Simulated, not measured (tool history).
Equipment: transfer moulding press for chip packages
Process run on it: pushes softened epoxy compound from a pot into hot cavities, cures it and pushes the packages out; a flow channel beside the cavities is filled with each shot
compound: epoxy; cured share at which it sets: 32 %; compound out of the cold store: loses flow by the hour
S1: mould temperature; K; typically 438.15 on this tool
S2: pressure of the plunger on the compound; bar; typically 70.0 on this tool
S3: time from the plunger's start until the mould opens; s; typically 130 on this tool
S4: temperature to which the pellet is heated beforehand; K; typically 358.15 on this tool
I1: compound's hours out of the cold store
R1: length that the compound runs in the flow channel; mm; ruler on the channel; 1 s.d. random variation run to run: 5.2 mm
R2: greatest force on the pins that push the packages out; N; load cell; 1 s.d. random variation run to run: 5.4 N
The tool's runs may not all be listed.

run    day      S1    S2   S3      S4    I1   R1   R2
  1  0.000  438.15  70.0  130  358.15  36.9  457  270
  2  0.175  438.15  70.0  130  358.15  35.7  458  279
  3  0.492  438.15  74.7  130  358.15  19.2  520  291
  4  0.729  445.15  70.0  130  358.15  33.0  450  269
  5  1.108  445.15  70.0  128  358.15   9.5  511  291
  6  1.354  445.15  70.0  128  358.15  20.9  484  292
  7  1.542  445.15  70.0  128  358.15  25.2  473  295
     1.946  -- cavities cleaned with cleaning compound and waxed
  8  1.946  445.15  70.0  128  358.15  14.9  494  159
  9  2.325  445.15  52.4  128  358.15  43.7  371  184
 10  2.612  445.15  52.4  128  358.15  37.3  386  206
 11  2.804  445.15  52.4  128  358.15  31.5  388  208
 12  3.038  445.15  52.4  128  358.15  33.6  397  211
 13  3.404  445.15  52.4  128  358.15  15.1  428  254
 14  3.717  439.15  71.1  135  358.15  40.8  452  257
 15  4.050  439.15  71.1  135  358.15  28.9  476  256
 16  4.262  439.15  71.1  135  358.15  31.5  468  264
 17  4.542  445.15  87.4  116  356.15  11.6  561  282
 18  4.842  445.15  87.4  116  356.15  29.0  512  283
 19  5.071  439.15  54.0  165  357.15  29.8  414  271
 20  5.296  439.15  54.0  165  357.15  48.0  379  276
 21  5.608  439.15  54.0  165  357.15  35.7  400  291
 22  5.888  434.15  54.0  165  356.15  29.2  418  310
     5.975  -- cavities cleaned with cleaning compound and waxed
 23  6.183  441.15  85.8  119  353.15  42.8  481  184
 24  6.429  441.15  85.8  119  353.15  19.8  539  191
 25  6.633  441.15  85.8  112  353.15  11.0  553  224

4 options for the next run, each taken on its own from the tool as it stands now. Forecast them:
  A  6.967  438.15  70.0  132  361.15  36.6   ?   ?
  B  6.967  441.15  85.8  144  355.15  10.9   ?   ?
  C  6.967  431.15  70.0  151  358.15  40.4   ?   ?
  D  6.967  438.15  78.7  168  352.15  47.0   ?   ?

run   R1   R2
  A  447  229
  B  561  220
  C  452  252
  D  457  221
With the hidden condition removed and each run's random variation left untouched, the same runs would have given:
run   R1   R2
  A  483  175
  B  605  167
  C  488  196
  D  493  169

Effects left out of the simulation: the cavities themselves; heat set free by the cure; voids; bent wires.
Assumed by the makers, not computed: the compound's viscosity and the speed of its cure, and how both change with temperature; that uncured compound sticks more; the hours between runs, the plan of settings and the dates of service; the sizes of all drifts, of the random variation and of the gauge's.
